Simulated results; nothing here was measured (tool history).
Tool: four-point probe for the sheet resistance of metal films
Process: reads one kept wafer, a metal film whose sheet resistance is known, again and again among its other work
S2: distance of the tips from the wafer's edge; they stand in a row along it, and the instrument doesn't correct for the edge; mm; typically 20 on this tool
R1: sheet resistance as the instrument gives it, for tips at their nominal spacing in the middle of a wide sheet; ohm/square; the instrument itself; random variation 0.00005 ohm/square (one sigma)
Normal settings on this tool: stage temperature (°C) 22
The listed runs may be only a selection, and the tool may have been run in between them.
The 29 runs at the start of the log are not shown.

run 30 hour=355.7 | stage_temperature_(°C)=23 S2=35 | R1=0.245409
run 31 hour=367.2 | stage_temperature_(°C)=23 S2=35 | R1=0.245335
run 32 hour=381.6 | stage_temperature_(°C)=33 S2=4 | R1=0.249689
run 33 hour=396.8 | stage_temperature_(°C)=33 S2=4 | R1=0.249640
run 34 hour=410.7 | stage_temperature_(°C)=22 S2=75 | R1=0.245228
run 35 hour=419.6 | stage_temperature_(°C)=25 S2=43 | R1=0.245609
run 36 hour=430.5 | stage_temperature_(°C)=21 S2=23 | R1=0.245271
run 37 hour=445.8 | stage_temperature_(°C)=31 S2=8 | R1=0.247047
run 38 hour=462.9 | stage_temperature_(°C)=31 S2=17 | R1=0.246327
run 39 hour=477.4 | stage_temperature_(°C)=21 S2=34 | R1=0.245143
run 40 hour=485.9 | stage_temperature_(°C)=29 S2=8 | R1=0.246689
run 41 hour=498.9 | stage_temperature_(°C)=29 S2=8 | R1=0.246784
run 42 hour=513.5 | stage_temperature_(°C)=25 S2=16 | R1=0.245717
run 43 hour=522.3 | stage_temperature_(°C)=25 S2=16 | R1=0.245643
run 44 hour=530.9 | stage_temperature_(°C)=25 S2=16 | R1=0.245793
run 45 hour=541.1 | stage_temperature_(°C)=30 S2=3 | R1=0.251723

3 options for the next run, each taken on its own from the tool as it stands now. Forecast them:
run A hour=548.3 | stage_temperature_(°C)=22 S2=37 | R1=?
run B hour=548.3 | stage_temperature_(°C)=22 S2=6 | R1=?
run C hour=548.3 | stage_temperature_(°C)=24 S2=3 | R1=?

run=A R1=0.245164
run=B R1=0.246555
run=C R1=0.251127
What these runs would have given with no unlogged condition in the tool:
run=A R1=0.247861
run=B R1=0.249266
run=C R1=0.253883

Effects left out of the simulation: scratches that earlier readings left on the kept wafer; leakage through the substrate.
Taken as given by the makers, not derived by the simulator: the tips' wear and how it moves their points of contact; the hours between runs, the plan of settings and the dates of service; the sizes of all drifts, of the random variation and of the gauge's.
